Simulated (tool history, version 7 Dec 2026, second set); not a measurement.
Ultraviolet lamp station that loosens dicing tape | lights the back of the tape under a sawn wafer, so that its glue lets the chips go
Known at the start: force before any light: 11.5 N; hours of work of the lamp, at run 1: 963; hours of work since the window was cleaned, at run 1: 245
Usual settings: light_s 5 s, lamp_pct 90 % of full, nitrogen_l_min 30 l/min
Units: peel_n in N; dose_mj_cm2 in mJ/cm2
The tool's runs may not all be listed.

run	hour	light_s	lamp_pct	nitrogen_l_min	hours of work of the lamp	hours of work since the window was cleaned	peel_n	dose_mj_cm2
1	0.0	5	90	30	963	245	2.052	261
2	32.9	5	62	30	978	259	3.589	182
3	77.6	5	62	30	998	279	3.544	177
# hour 119.9: lamp changed
4	138.2	5	86	30	8	306	1.273	330
5	170.4	5	86	30	22	320	1.390	331
6	199.9	5	86	30	35	333	1.363	330
7	256.7	3	72	19	61	358	4.479	161
8	314.5	3	72	19	86	384	4.624	166
9	347.6	3	72	19	101	399	4.562	164
10	397.0	5	90	10	123	421	2.725	336

3 ways to go on from here, each from the tool as it stands after run 10. What would each give?
A	443.5	5	66	20	144	441	?	?
B	443.5	7	62	17	144	441	?	?
C	443.5	5	61	30	144	441	?	?

run	peel_n	dose_mj_cm2
A	2.777	244
B	2.125	323
C	2.700	223
Without the tool's hidden state the same runs would have given:
run	peel_n	dose_mj_cm2
A	2.435	268
B	1.818	355
C	2.349	246

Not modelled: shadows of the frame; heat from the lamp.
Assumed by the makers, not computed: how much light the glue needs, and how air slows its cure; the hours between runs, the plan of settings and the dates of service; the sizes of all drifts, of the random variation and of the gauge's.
